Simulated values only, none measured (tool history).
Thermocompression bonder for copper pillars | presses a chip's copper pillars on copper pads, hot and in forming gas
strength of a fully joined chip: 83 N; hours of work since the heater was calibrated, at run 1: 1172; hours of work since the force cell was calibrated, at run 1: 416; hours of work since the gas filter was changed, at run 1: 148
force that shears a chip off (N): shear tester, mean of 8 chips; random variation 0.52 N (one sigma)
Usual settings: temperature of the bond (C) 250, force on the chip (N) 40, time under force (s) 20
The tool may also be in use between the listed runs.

run    hour  temperature of the bond (C)  force on the chip (N)  time under force (s)  hours of work since the heater was calibrated  hours of work since the force cell was calibrated  hours of work since the gas filter was changed  force that shears a chip off (N)
  1       0                          250                     40                    20                                           1172                                                416                                             148                                56
  2    42.1                          250                     40                    17                                           1194                                                438                                             169                                54
  3     100                          250                     40                    17                                           1224                                                468                                             199                                53
  4   165.3                          250                     40                    17                                           1258                                                502                                             233                              54.5
  5   233.8                          250                     40                    17                                           1293                                                538                                             269                              54.1
  6   293.2                          250                     43                    17                                           1324                                                568                                             300                              56.8
      361.5  -- forming gas filter changed
  7   380.4                          243                     43                    17                                           1369                                                613                                              10                              52.1
      388.2  -- heater calibrated with a thermocouple chip
  8   471.3                          243                     43                    17                                             43                                                659                                              56                                52
  9   558.7                          243                     43                    17                                             88                                                705                                             101                              51.9
 10   647.9                          243                     43                    17                                            135                                                751                                             147                              52.7
 11   695.8                          243                     43                    17                                            159                                                776                                             172                              52.2
 12   769.4                          263                     40                    12                                            198                                                814                                             210                              58.1
 13   814.1                          278                     28                    20                                            221                                                837                                             234                              60.7
 14   891.4                          238                     37                    20                                            261                                                877                                             274                                45
 15   934.4                          238                     37                    20                                            283                                                900                                             296                              45.2
     1008.4  -- forming gas filter changed
 16  1030.3                          238                     37                    20                                            333                                                949                                              11                              46.2
 17  1120.2                          238                     37                    20                                            379                                                996                                              58                              45.2
 18  1160.6                          238                     37                    20                                            400                                               1017                                              79                              45.4
 19    1249                          238                     37                    20                                            446                                               1062                                             125                              43.8
 20    1330                          261                     42                    14                                            488                                               1104                                             167                              61.3
 21  1402.1                          225                     42                    14                                            525                                               1142                                             204                              35.9

4 ways to go on from here, each from the tool as it stands after run 21. What would each give?
  A  1442.8                          235                     36                    52                                            546                                               1163                                             225                                 ?
  B  1442.8                          251                     40                    47                                            546                                               1163                                             225                                 ?
  C  1442.8                          260                     47                    28                                            546                                               1163                                             225                                 ?
  D  1442.8                          225                     42                    14                                            546                                               1163                                             225                                 ?

run  force that shears a chip off (N)
  A                              55.8
  B                              69.6
  C                              72.3
  D                              35.9
Without the tool's hidden state the same runs would have given:
run  force that shears a chip off (N)
  A                              55.9
  B                              69.7
  C                              72.5
  D                                36
